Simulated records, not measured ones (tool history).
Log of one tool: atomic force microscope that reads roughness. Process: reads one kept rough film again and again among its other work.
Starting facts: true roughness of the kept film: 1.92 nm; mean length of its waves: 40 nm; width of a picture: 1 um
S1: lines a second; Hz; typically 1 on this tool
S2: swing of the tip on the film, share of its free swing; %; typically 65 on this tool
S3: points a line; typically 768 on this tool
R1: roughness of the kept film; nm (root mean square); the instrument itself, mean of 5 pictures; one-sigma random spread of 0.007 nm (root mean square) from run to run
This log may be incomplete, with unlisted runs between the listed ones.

run    day    S1  S2   S3     R1
  1      0     1  65  768  1.831
  2    0.4     1  65  768  1.831
  3  0.692     1  65  507  1.846
  4  0.975     1  65  507  1.834
  5   1.65  1.12  65  768  1.841
  6  2.125  1.12  65  768  1.837
  7  2.492  0.75  65  768  1.849
  8  2.812  0.75  65  768  1.842
  9  3.208     1  65  768  1.833
 10  3.883     1  65  768   1.84
 11  4.533     1  65  768  1.833
 12  4.838     1  65  768  1.845
 13  5.442     1  65  768  1.836
 14  5.846  1.19  65  768  1.833
 15  6.333  2.27  65  768  1.802
 16  6.817     1  79  819  1.797
 17  7.417   2.6  79  859  1.694
 18  7.838  1.32  79  690  1.777
     8.258  -- new tip fitted
 19  8.346  2.81  71  792   1.75

Run 20, settings as shown, results not yet in. Your forecast:
 20  8.925  1.5  58  296   ?

{"run 20": {"R1": 1.833}}
The same run, on a tool lacking any hidden state, would have yielded R1 1.833 nm (root mean square).
